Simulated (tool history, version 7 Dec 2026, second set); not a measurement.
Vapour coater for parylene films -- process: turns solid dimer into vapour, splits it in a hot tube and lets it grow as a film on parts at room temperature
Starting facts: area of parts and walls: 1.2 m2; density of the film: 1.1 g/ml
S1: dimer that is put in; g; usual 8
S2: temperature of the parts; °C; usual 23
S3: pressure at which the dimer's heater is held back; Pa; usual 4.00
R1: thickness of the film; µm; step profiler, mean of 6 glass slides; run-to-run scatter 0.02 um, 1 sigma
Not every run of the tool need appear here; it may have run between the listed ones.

run    hour  S1  S2     S3    R1
  1     0.0   8  23   4.00  3.68
  2    46.0   8  23   4.00  3.64
  3    78.7   8  23   4.00  3.67
  4   129.5   8  23   4.00  3.62
  5   173.7   8  22   4.00  3.67
  6   205.4   8  22   4.00  3.67
  7   267.8   8  23   4.00  3.60
  8   318.1   8  23   4.00  3.58
      338.8  -- trap's valve overhauled
  9   379.6   8  23   4.00  3.81
 10   423.5  13  23   4.00  6.17
 11   488.4  13  23   4.00  6.11
 12   553.1   4  23   4.00  1.86
 13   617.2   4  23   4.00  1.86
 14   673.2   8  23   4.00  3.73
 15   729.6   8  23   4.00  3.66
 16   776.4   8  23   4.69  3.62
 17   818.8   3  23   4.00  1.38
 18   880.4   3  23   4.00  1.38
 19   906.4   8  23   4.00  3.65
 20   957.4   8  23   4.00  3.63
 21   984.1   8  23   4.00  3.65
 22  1024.1   8  23   4.00  3.61
 23  1062.4   8  23   4.00  3.61
 24  1090.2   8  23   4.00  3.59
 25  1137.4   5  31   9.88  1.68
 26  1175.1   4  23   4.00  1.80
     1241.4  -- trap's valve overhauled
 27  1243.6   3  20   2.25  1.63
 28  1281.6   3  20   2.25  1.67
 29  1316.4   4  31   3.81  1.64
 30  1359.2   8  23   2.90  3.95
 31  1387.3  14  21   2.90  7.17
 32  1448.6   8  21   2.90  4.06
 33  1503.8  10  23   5.87  4.37
 34  1557.1   8  31   2.89  3.39
 35  1604.6   8  31   2.62  3.41
 36  1662.0   6  24   4.00  2.69
 37  1713.0   4  23   4.00  1.83
 38  1776.0   8  23   3.79  3.71
 39  1837.8   8  23   3.79  3.65
 40  1892.4   8  17   6.27  3.78
 41  1939.2   8  35  11.30  2.43
 42  1980.4   9  24   5.40  3.79
 43  2009.8   7  21   2.58  3.48
 44  2068.1   8  23   7.23  3.25
 45  2114.7   8  23   7.23  3.24
     2142.9  -- trap's valve overhauled
 46  2145.5   9  23   5.01  4.05
 47  2185.2   9  23   5.01  4.05

Forecast each of these 3 alternatives for the next run:
  A  2222.1   9  26   3.62   ?
  B  2222.1   6  23  10.87   ?
  C  2222.1   8  24   4.00   ?

run    R1
  A  4.04
  B  2.38
  C  3.63
Stripped of hidden state, with their random variation kept, the same runs would have yielded:
run    R1
  A  4.18
  B  2.46
  C  3.76
